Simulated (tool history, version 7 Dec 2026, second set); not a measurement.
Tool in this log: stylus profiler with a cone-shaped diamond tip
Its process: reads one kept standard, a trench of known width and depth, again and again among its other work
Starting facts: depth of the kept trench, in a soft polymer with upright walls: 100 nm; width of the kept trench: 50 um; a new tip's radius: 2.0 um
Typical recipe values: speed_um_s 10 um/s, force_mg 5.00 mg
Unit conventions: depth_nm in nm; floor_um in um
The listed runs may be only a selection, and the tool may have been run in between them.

run   hour  speed_um_s  force_mg  depth_nm  floor_um
  1    0.0          10      5.00    101.41     48.73
  2    9.2          10      5.00    101.40     48.74
  3   18.0          10      5.00    101.36     48.75
  4   24.1          10      5.00    101.41     48.71
  5   35.4          10      5.00    101.42     48.75
  6   43.0          10      5.00    101.42     48.71
  7   53.8          10      5.00    101.43     48.67
  8   66.2          10      5.00    101.41     48.76
  9   77.0          10      5.00    101.46     48.76
 10   86.6          10      5.00    101.49     48.74
 11   98.0          10      5.00    101.46     48.72
 12  110.4          10      5.00    101.40     48.74
 13  118.7          10      7.96    101.90     48.77
 14  129.3          10      5.00    101.47     48.73
 15  143.9          10      5.00    101.50     48.71
 16  152.6          10     13.18    102.72     48.77
 17  161.0          10     13.18    102.67     48.77
 18  171.0          10     13.18    102.65     48.73
 19  184.1          10     13.18    102.70     48.73
 20  196.9           8      5.00    101.49     48.68
 21  205.9           5      5.00    101.58     48.75
 22  216.9          10      2.23    100.88     48.77
 23  230.8           5      4.31    101.28     48.74
 24  240.9           5      4.31    101.23     48.75
 25  253.8           2      4.04    101.25     48.74
 26  264.6           3      2.76    100.98     48.69
 27  279.1          40     10.13    102.33     48.68
 28  290.1           3      3.99    101.27     48.75
 29  297.1          19      8.61    102.08     48.70
 30  310.2          19      8.61    102.14     48.70
 31  323.4           4      2.57    100.95     48.70
 32  330.4           6      3.28    101.17     48.71
 33  342.2           6      3.28    101.13     48.69
 34  353.5          15      3.78    101.29     48.66
 35  364.7           5      3.37    101.19     48.72
 36  372.0          32      5.77    101.64     48.65
 37  378.3          32      5.77    101.63     48.70
 38  390.6          32      5.77    101.63     48.67
 39  399.9           6      7.25    101.99     48.74
 40  409.1           9      1.84    100.91     48.68
 41  419.3           9      1.84    100.77     48.70
 42  432.1          29     13.40    102.74     48.71
 43  442.7          29     13.40    102.81     48.74

Branching from run 43: 5 alternative next runs. What would each branch give?
  A  452.6          34      5.95         ?         ?
  B  452.6           3      7.65         ?         ?
  C  452.6          29      5.00         ?         ?
  D  452.6           7     12.82         ?         ?
  E  452.6          15     10.27         ?         ?

run  depth_nm  floor_um
  A    101.67     48.67
  B    101.93     48.77
  C    101.55     48.66
  D    102.71     48.72
  E    102.40     48.69
The same runs, with their run-to-run variation unchanged, on a tool lacking any hidden condition would have given:
run  depth_nm  floor_um
  A    101.55     48.69
  B    101.81     48.79
  C    101.42     48.67
  D    102.59     48.74
  E    102.28     48.71

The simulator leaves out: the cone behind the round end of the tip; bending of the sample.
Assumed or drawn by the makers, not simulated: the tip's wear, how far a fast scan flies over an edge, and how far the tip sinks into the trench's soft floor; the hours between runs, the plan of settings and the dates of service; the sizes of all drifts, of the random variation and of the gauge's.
